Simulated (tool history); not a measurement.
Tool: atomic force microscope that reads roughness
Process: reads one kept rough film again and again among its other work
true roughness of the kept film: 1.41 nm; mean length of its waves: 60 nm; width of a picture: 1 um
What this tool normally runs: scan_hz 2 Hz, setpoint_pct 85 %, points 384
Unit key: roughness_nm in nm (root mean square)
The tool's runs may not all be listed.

| run | day | scan_hz | setpoint_pct | points | roughness_nm |
|---|---|---|---|---|---|
| 1 | 0 | 2 | 85 | 384 | 1.133 |
| 2 | 0.317 | 2 | 85 | 384 | 1.129 |
| 3 | 0.846 | 2 | 85 | 384 | 1.119 |
|  | 0.983 | new tip fitted |
| 4 | 1.217 | 2 | 85 | 384 | 1.132 |
| 5 | 1.8 | 2 | 85 | 384 | 1.121 |
| 6 | 2.138 | 2 | 78 | 384 | 1.196 |
| 7 | 2.721 | 2 | 78 | 384 | 1.19 |
| 8 | 3.262 | 2 | 78 | 384 | 1.201 |
| 9 | 3.883 | 2 | 78 | 384 | 1.198 |
|  | 4.371 | new tip fitted |
| 10 | 4.512 | 2 | 78 | 384 | 1.199 |
| 11 | 4.829 | 2 | 78 | 384 | 1.198 |
| 12 | 5.188 | 2 | 85 | 431 | 1.128 |
| 13 | 5.8 | 2 | 85 | 431 | 1.121 |
| 14 | 6.096 | 1.15 | 85 | 384 | 1.225 |
| 15 | 6.367 | 1.15 | 85 | 384 | 1.227 |
| 16 | 6.975 | 2 | 85 | 384 | 1.128 |
| 17 | 7.575 | 2 | 85 | 384 | 1.122 |
|  | 7.754 | new tip fitted |
| 18 | 8.012 | 2 | 62 | 384 | 1.312 |
| 19 | 8.388 | 2 | 62 | 384 | 1.312 |
| 20 | 8.971 | 2 | 90 | 452 | 1.08 |
| 21 | 9.462 | 2 | 90 | 452 | 1.079 |
| 22 | 10.05 | 2 | 85 | 620 | 1.12 |
| 23 | 10.567 | 2 | 84 | 711 | 1.136 |
| 24 | 11.079 | 1.46 | 77 | 384 | 1.248 |
|  | 11.154 | new tip fitted |
| 25 | 11.538 | 1.64 | 77 | 764 | 1.234 |
| 26 | 11.858 | 1.64 | 77 | 764 | 1.235 |
| 27 | 12.475 | 2 | 68 | 488 | 1.27 |
| 28 | 12.738 | 0.51 | 68 | 431 | 1.362 |
| 29 | 13.033 | 0.51 | 65 | 389 | 1.362 |
| 30 | 13.367 | 0.51 | 65 | 389 | 1.367 |
| 31 | 13.929 | 0.95 | 88 | 638 | 1.23 |
| 32 | 14.446 | 0.95 | 88 | 638 | 1.234 |
|  | 14.554 | new tip fitted |
| 33 | 14.879 | 0.78 | 56 | 266 | 1.365 |
| 34 | 15.404 | 0.78 | 56 | 266 | 1.367 |
| 35 | 15.871 | 1.47 | 90 | 692 | 1.145 |
| 36 | 16.2 | 0.82 | 74 | 720 | 1.329 |
| 37 | 16.662 | 0.92 | 59 | 838 | 1.367 |
| 38 | 16.933 | 2.98 | 62 | 452 | 1.265 |

Predict each of these 5 candidate next runs independently; none follows another, all start after run 38:
| A | 17.392 | 2.04 | 57 | 407 | ? |
| B | 17.392 | 2 | 85 | 518 | ? |
| C | 17.392 | 3.89 | 85 | 384 | ? |
| D | 17.392 | 2 | 85 | 885 | ? |
| E | 17.392 | 0.6 | 62 | 452 | ? |

| run | roughness_nm |
|---|---|
| A | 1.325 |
| B | 1.132 |
| C | 0.955 |
| D | 1.125 |
| E | 1.369 |
With no hidden state in the tool, these same runs would have given:
| run | roughness_nm |
|---|---|
| A | 1.327 |
| B | 1.134 |
| C | 0.957 |
| D | 1.127 |
| E | 1.372 |
